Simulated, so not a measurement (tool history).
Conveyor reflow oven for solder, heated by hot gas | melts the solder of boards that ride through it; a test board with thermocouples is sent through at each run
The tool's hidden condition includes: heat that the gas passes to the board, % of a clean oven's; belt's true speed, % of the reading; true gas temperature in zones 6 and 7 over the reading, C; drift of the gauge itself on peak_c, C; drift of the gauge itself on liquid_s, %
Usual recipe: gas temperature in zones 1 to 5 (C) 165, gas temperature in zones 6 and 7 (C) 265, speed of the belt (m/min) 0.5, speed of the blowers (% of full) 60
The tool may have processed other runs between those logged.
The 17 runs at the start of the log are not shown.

run	hour	gas temperature in zones 1 to 5 (C)	gas temperature in zones 6 and 7 (C)	speed of the belt (m/min)	speed of the blowers (% of full)	hours of work since the flux was cleaned out	hours of work since the belt drive was overhauled	hours of work since the thermocouples were changed	highest temperature of the board (C)	time above the solder's melting point (s)
18	167.9	165	258	0.5	85	66	256	394	242	43.9
19	179.7	165	258	0.422	90	73	263	402	248	59.5
20	191	165	258	0.422	90	80	270	409	247.4	59.2
21	199.9	180	258	0.422	56	86	276	415	244.8	60.1
22	213.3	180	258	0.422	56	94	285	423	244.2	59.8
23	226.2	163	265	0.458	60	103	293	431	245.9	49.8
24	238.4	163	265	0.458	54	110	300	439	244.4	46.9
25	250.6	163	265	0.458	54	118	308	447	244.5	47.1
26	257.9	163	265	0.458	54	123	313	452	244.3	47.4
27	271.2	163	265	0.458	54	131	321	460	244.4	47
28	277.3	163	275	0.458	53	135	325	464	252.3	54.5
29	288.5	163	262	0.458	53	142	332	471	241.7	44.3
30	295.6	163	257	0.458	63	147	337	476	239.7	43.9
31	302.6	163	257	0.458	63	151	341	480	239.7	43.5

Predict each of these 4 candidate next runs independently; none follows another, all start after run 31:
A	309	177	266	0.458	63	155	345	484	?	?
B	309	171	257	0.593	78	155	345	484	?	?
C	309	166	276	0.5	60	155	345	484	?	?
D	309	169	262	0.586	60	155	345	484	?	?

run	highest temperature of the board (C)	time above the solder's melting point (s)
A	249.4	58
B	236	30.4
C	252.7	50.4
D	234.7	28.5
With the hidden condition removed and each run's random variation left untouched, the same runs would have given:
run	highest temperature of the board (C)	time above the solder's melting point (s)
A	249.6	58.1
B	236.2	30.6
C	252.9	50.5
D	234.9	28.8
